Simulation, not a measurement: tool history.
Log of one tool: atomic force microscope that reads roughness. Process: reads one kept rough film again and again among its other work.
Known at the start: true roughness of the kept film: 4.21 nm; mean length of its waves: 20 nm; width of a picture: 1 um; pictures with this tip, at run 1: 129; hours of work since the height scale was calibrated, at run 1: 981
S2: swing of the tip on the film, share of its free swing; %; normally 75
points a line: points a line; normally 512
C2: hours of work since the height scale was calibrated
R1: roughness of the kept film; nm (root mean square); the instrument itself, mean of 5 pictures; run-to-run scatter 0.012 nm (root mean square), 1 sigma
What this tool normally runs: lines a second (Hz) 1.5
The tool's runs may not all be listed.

Run 1, hour 0: usual settings; pictures with this tip 129; C2 981. Result: R1 1.74 nm (root mean square).
Run 2, hour 54.6: usual settings; pictures with this tip 200; C2 1020. Result: R1 1.465 nm (root mean square).
At hour 66.3: new tip fitted.
Run 3, hour 110.3: usual settings; pictures with this tip 57; C2 1059. Result: R1 2.244 nm (root mean square).
Run 4, hour 154.4: usual settings; pictures with this tip 114; C2 1091. Result: R1 1.826 nm (root mean square).
Run 5, hour 227.5: usual settings; pictures with this tip 209; C2 1143. Result: R1 1.45 nm (root mean square).
At hour 232.8: new tip fitted.
Run 6, hour 276.1: usual settings but S2 84 %; pictures with this tip 56; C2 1177. Result: R1 2.169 nm (root mean square).
At hour 311.5: height scale calibrated on a step standard.
Run 7, hour 362.7: usual settings but points a line 708; pictures with this tip 166; C2 36. Result: R1 1.579 nm (root mean square).
At hour 399.4: new tip fitted.
Run 8, hour 419.6: usual settings but points a line 708; pictures with this tip 26; C2 77. Result: R1 2.435 nm (root mean square).
Run 9, hour 498.9: usual settings but points a line 708; pictures with this tip 129; C2 133. Result: R1 1.748 nm (root mean square).
At hour 567.3: new tip fitted.
Run 10, hour 567.3: usual settings but lines a second (Hz) 0.64; pictures with this tip 0; C2 182. Result: R1 2.794 nm (root mean square).
Run 11, hour 649.6: usual settings but lines a second (Hz) 0.95; pictures with this tip 106; C2 240. Result: R1 1.893 nm (root mean square).
Run 12, hour 728.8: usual settings but points a line 771; pictures with this tip 208; C2 297. Result: R1 1.421 nm (root mean square).
At hour 732.9: new tip fitted.
Run 13, hour 818.1: usual settings but points a line 327; pictures with this tip 110; C2 360. Result: R1 1.803 nm (root mean square).
Run 14, hour 860: usual settings but points a line 327; pictures with this tip 164; C2 390. Result: R1 1.538 nm (root mean square).
At hour 897.7: new tip fitted.
Run 15, hour 910.2: usual settings but points a line 327; pictures with this tip 16; C2 425. Result: R1 2.578 nm (root mean square).
Run 16, hour 997.1: usual settings but lines a second (Hz) 0.64, points a line 327; pictures with this tip 128; C2 487. Result: R1 1.853 nm (root mean square).
At hour 1066.3: new tip fitted.
Run 17, hour 1068.1: usual settings but lines a second (Hz) 0.64, points a line 327; pictures with this tip 2; C2 538. Result: R1 2.768 nm (root mean square).
Run 18, hour 1131.5: usual settings but lines a second (Hz) 0.64, points a line 327; pictures with this tip 84; C2 583. Result: R1 2.068 nm (root mean square).
Run 19, hour 1180.4: usual settings but lines a second (Hz) 0.64, points a line 327; pictures with this tip 147; C2 618. Result: R1 1.697 nm (root mean square).
At hour 1233.8: new tip fitted.
Run 20, hour 1256.1: usual settings but lines a second (Hz) 1.18, points a line 327; pictures with this tip 29; C2 671. Result: R1 2.417 nm (root mean square).
Run 21, hour 1304.7: usual settings; pictures with this tip 91; C2 706. Result: R1 1.919 nm (root mean square).
Run 22, hour 1369.9: usual settings; pictures with this tip 176; C2 752. Result: R1 1.552 nm (root mean square).
At hour 1399.4: new tip fitted.
Run 23, hour 1410.8: usual settings but S2 83 %; pictures with this tip 15; C2 781. Result: R1 2.508 nm (root mean square).
Run 24, hour 1447: usual settings; pictures with this tip 62; C2 807. Result: R1 2.122 nm (root mean square).
Run 25, hour 1507.3: usual settings but points a line 1001; pictures with this tip 140; C2 850. Result: R1 1.69 nm (root mean square).
At hour 1567.2: new tip fitted.
Run 26, hour 1590: usual settings but points a line 1001; pictures with this tip 29; C2 908. Result: R1 2.484 nm (root mean square).
Run 27, hour 1658.4: usual settings but lines a second (Hz) 1.9, S2 82 %, points a line 394; pictures with this tip 117; C2 957. Result: R1 1.723 nm (root mean square).
Run 28, hour 1729.6: usual settings but points a line 300; pictures with this tip 209; C2 1008. Result: R1 1.384 nm (root mean square).
At hour 1733.7: new tip fitted.
Run 29, hour 1775.4: usual settings but S2 83 %, points a line 300; pictures with this tip 54; C2 1040. Result: R1 2.151 nm (root mean square).
Run 30, hour 1836: usual settings but lines a second (Hz) 1.69, S2 56 %, points a line 300; pictures with this tip 132; C2 1083. Result: R1 1.764 nm (root mean square).
Run 31, hour 1883.9: usual settings but lines a second (Hz) 2.42, S2 57 %, points a line 790; pictures with this tip 194; C2 1118. Result: R1 1.515 nm (root mean square).
At hour 1898.7: new tip fitted.
Run 32, hour 1963.7: usual settings but lines a second (Hz) 0.96; pictures with this tip 84; C2 1174. Result: R1 2.009 nm (root mean square).
At hour 2002: height scale calibrated on a step standard.
Run 33, hour 2014.4: usual settings but lines a second (Hz) 1.69, S2 80 %, points a line 920; pictures with this tip 148; C2 9. Result: R1 1.559 nm (root mean square).
Run 34, hour 2060: usual settings but lines a second (Hz) 2.71, S2 62 %, points a line 415; pictures with this tip 207; C2 41. Result: R1 1.376 nm (root mean square).
At hour 2066.9: new tip fitted.
Run 35, hour 2142.6: usual settings but lines a second (Hz) 1.28, S2 62 %, points a line 495; pictures with this tip 98; C2 100. Result: R1 2.002 nm (root mean square).
Run 36, hour 2194.8: usual settings but lines a second (Hz) 1.28, S2 62 %, points a line 448; pictures with this tip 166; C2 137. Result: R1 1.595 nm (root mean square).
At hour 2232.1: new tip fitted.
Run 37, hour 2260.8: usual settings but lines a second (Hz) 3.59, points a line 259; pictures with this tip 37; C2 184. Result: R1 2.082 nm (root mean square).
Run 38, hour 2349.1: usual settings but S2 79 %, points a line 435; pictures with this tip 152; C2 247. Result: R1 1.605 nm (root mean square).
At hour 2402.5: new tip fitted.
Run 39, hour 2419.8: usual settings but S2 79 %, points a line 435; pictures with this tip 22; C2 297. Result: R1 2.475 nm (root mean square).
Run 40, hour 2463.5: usual settings but S2 79 %, points a line 435; pictures with this tip 79; C2 328. Result: R1 1.981 nm (root mean square).
Run 41, hour 2531.7: usual settings but S2 67 %, points a line 774; pictures with this tip 167; C2 376. Result: R1 1.614 nm (root mean square).
At hour 2569.4: new tip fitted.
Run 42, hour 2596.2: usual settings but lines a second (Hz) 2.09; pictures with this tip 35; C2 422. Result: R1 2.35 nm (root mean square).
Run 43, hour 2676.8: usual settings but lines a second (Hz) 0.54, S2 57 %, points a line 309; pictures with this tip 139; C2 480. Result: R1 1.789 nm (root mean square).
Run 44, hour 2732.3: usual settings but S2 78 %, points a line 449; pictures with this tip 211; C2 519. Result: R1 1.409 nm (root mean square).
At hour 2740.4: new tip fitted.
Run 45, hour 2791.6: usual settings but lines a second (Hz) 2.53, S2 57 %, points a line 756; pictures with this tip 66; C2 561. Result: R1 2.182 nm (root mean square).
Run 46, hour 2864.3: usual settings but S2 58 %, points a line 688; pictures with this tip 160; C2 613. Result: R1 1.657 nm (root mean square).
At hour 2908.8: new tip fitted.
Run 47, hour 2909.4: usual settings but lines a second (Hz) 2.33, S2 61 %, points a line 374; pictures with this tip 0; C2 645. Result: R1 2.753 nm (root mean square).
Run 48, hour 2959.8: usual settings but lines a second (Hz) 1.33, S2 78 %, points a line 356; pictures with this tip 66; C2 681. Result: R1 2.108 nm (root mean square).
Run 49, hour 3012.6: usual settings but lines a second (Hz) 1.09, S2 89 %, points a line 499; pictures with this tip 134; C2 718. Result: R1 1.665 nm (root mean square).
At hour 3075.7: new tip fitted.
Run 50, hour 3075.7: usual settings but lines a second (Hz) 0.74, S2 89 %, points a line 499; pictures with this tip 0; C2 763. Result: R1 2.768 nm (root mean square).
Run 51, hour 3112.6: usual settings but lines a second (Hz) 3.25, S2 62 %, points a line 931; pictures with this tip 47; C2 789. Result: R1 2.31 nm (root mean square).

Some steps in R1, run to run, broken into two amounts with sign: the step expected even without the hidden condition (settings, incoming material, random variation), and the rest, left for the hidden condition together with whatever gauge scatter is not in both the measured and the hidden-condition-free result:
The tool's hidden condition here consists of: radius of the tip, nm; height scale over the true one, %; drift of the gauge itself on roughness_nm, %.
Run 9 -> 10: lines a second (Hz) 1.5 -> 0.64, points a line 708 -> 512, new tip fitted. R1 +1.046 nm (root mean square): hidden state +0.986, all else +0.06.
Run 22 -> 23: S2 75 -> 83, new tip fitted. R1 +0.956 nm (root mean square): hidden state +1.038, all else -0.082.
Run 46 -> 47: lines a second (Hz) 1.5 -> 2.33, S2 58 -> 61, points a line 688 -> 374, new tip fitted. R1 +1.096 nm (root mean square): hidden state +1.218, all else -0.122.
Run 49 -> 50: lines a second (Hz) 1.09 -> 0.74, new tip fitted. R1 +1.103 nm (root mean square): hidden state +1.039, all else +0.064.
